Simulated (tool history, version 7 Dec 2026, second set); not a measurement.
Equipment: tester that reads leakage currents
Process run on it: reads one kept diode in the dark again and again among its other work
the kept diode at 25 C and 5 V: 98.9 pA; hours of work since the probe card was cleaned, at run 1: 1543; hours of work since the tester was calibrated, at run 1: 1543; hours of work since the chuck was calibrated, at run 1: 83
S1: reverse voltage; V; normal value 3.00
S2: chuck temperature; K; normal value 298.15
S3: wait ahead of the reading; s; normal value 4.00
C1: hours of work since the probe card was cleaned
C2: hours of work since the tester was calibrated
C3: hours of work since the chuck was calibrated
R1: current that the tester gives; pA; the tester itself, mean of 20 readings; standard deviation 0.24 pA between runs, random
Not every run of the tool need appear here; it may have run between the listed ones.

run    hour     S1      S2    S3    C1    C2   C3       R1
  1     0.0   3.00  298.15  4.00  1543  1543   83    76.60
  2   140.9   3.00  298.15  4.00  1653  1653  193    76.82
  3   245.5   2.92  298.15  4.00  1735  1735  275    75.81
  4   456.2   3.43  298.15  4.00  1900  1900  440    82.56
  5   659.3   3.43  298.15  4.00  2059  2059  599    82.06
  6   786.0   3.43  298.15  4.00  2159  2159  698    82.28
      904.4  -- chuck's temperature calibrated
  7   904.4   3.43  298.15  0.36  2250  2250    0    84.26
  8  1013.0   3.43  298.15  0.36  2335  2335   85    84.90
     1080.3  -- tester calibrated
  9  1201.1   3.43  298.15  0.36  2480    95  231    84.83
 10  1335.4   1.98  298.15  4.00  2586   200  336    62.53
 11  1426.0   1.98  298.15  4.00  2657   271  407    62.78
 12  1565.6   1.98  298.15  4.00  2766   380  516    62.32
 13  1784.1   3.00  298.15  1.28  2937   551  687    77.71
     1917.0  -- chuck's temperature calibrated
 14  1929.2   3.00  298.15  6.54  3049   663   10    76.88
 15  2125.6   3.00  298.15  6.54  3203   817  163    76.96
 16  2234.0   3.00  298.15  6.54  3288   902  248    77.05
 17  2390.2   3.00  298.15  6.54  3410  1024  371    76.64
 18  2610.9   3.00  298.15  4.00  3583  1197  543    76.90
     2670.1  -- probe card cleaned and baked
 19  2743.1   3.00  298.15  4.00    57  1298  645    76.85
 20  2842.3   3.00  298.15  4.00   135  1376  722    76.82
     2937.8  -- chuck's temperature calibrated
 21  3016.7   2.30  298.15  4.00   270  1511   62    67.22
 22  3118.2   2.30  301.15  7.85   349  1590  141    87.52
 23  3250.2   2.30  301.15  7.85   453  1694  245    88.07
 24  3342.0  15.09  324.15  3.42   525  1765  316  1494.57
 25  3550.2  15.09  324.15  3.42   688  1929  480  1495.29
 26  3708.4   5.14  297.15  1.74   811  2052  603    92.70
 27  3872.8   4.17  298.15  1.12   940  2181  732    91.69
     3938.8  -- chuck's temperature calibrated
 28  3984.8   4.17  298.15  1.12  1026  2267   36    91.70
     4130.3  -- tester calibrated
 29  4197.5   3.00  298.15  5.76  1191    53  201    76.61
 30  4329.7  15.56  331.15  0.74  1295   156  305  2564.17
 31  4472.6   2.01  304.15  1.17  1407   268  416   107.29
 32  4582.5   3.00  294.15  4.00  1493   354  502    53.54
 33  4799.4   3.00  294.15  4.00  1663   524  672    53.55
 34  4902.8   4.86  299.15  3.04  1744   605  753   107.48
     4953.5  -- chuck's temperature calibrated
 35  5086.5   8.25  298.15  1.17  1886   747  104   128.93
 36  5249.3   8.25  298.15  1.17  2013   875  232   129.82
 37  5389.4   8.25  298.15  2.58  2123   984  341   128.32
 38  5527.6   8.25  298.15  2.58  2231  1093  450   128.22
 39  5678.2   1.19  298.15  4.00  2349  1211  567    48.29

How the hidden state differs across the entries between the runs, from the last listed run before each to the first after it:
Between runs 6 and 7: chuck's temperature calibrated (hour 904.4)
  true chuck temperature over the reading, C: 0.01 -> 0
  difference, measured minus the result without the unlogged condition, R1: +0.10 -> +0.01 pA
Between runs 8 and 9: tester calibrated (hour 1080.3)
  the hidden state is the same at both runs
  difference, measured minus the result without the unlogged condition, R1: +0.03 -> +0.04 pA
Between runs 13 and 14: chuck's temperature calibrated (hour 1917.0)
  true chuck temperature over the reading, C: 0.01 -> 0
  difference, measured minus the result without the unlogged condition, R1: +0.08 -> +0.02 pA
Between runs 18 and 19: probe card cleaned and baked (hour 2670.1)
  stray current of the dirty probe card, pA a volt: 0.033 -> 0.02
  difference, measured minus the result without the unlogged condition, R1: +0.07 -> +0.04 pA
Between runs 20 and 21: chuck's temperature calibrated (hour 2937.8)
  true chuck temperature over the reading, C: 0.01 -> 0
  difference, measured minus the result without the unlogged condition, R1: +0.04 -> -0.01 pA
Between runs 27 and 28: chuck's temperature calibrated (hour 3938.8)
  true chuck temperature over the reading, C: 0.01 -> 0
  difference, measured minus the result without the unlogged condition, R1: +0.07 -> +0.02 pA
Between runs 28 and 29: tester calibrated (hour 4130.3)
  current scale over the true one, %: -0.01 -> 0
  difference, measured minus the result without the unlogged condition, R1: +0.02 -> +0.03 pA
Between runs 34 and 35: chuck's temperature calibrated (hour 4953.5)
  true chuck temperature over the reading, C: 0.01 -> 0
  difference, measured minus the result without the unlogged condition, R1: +0.12 -> +0.05 pA
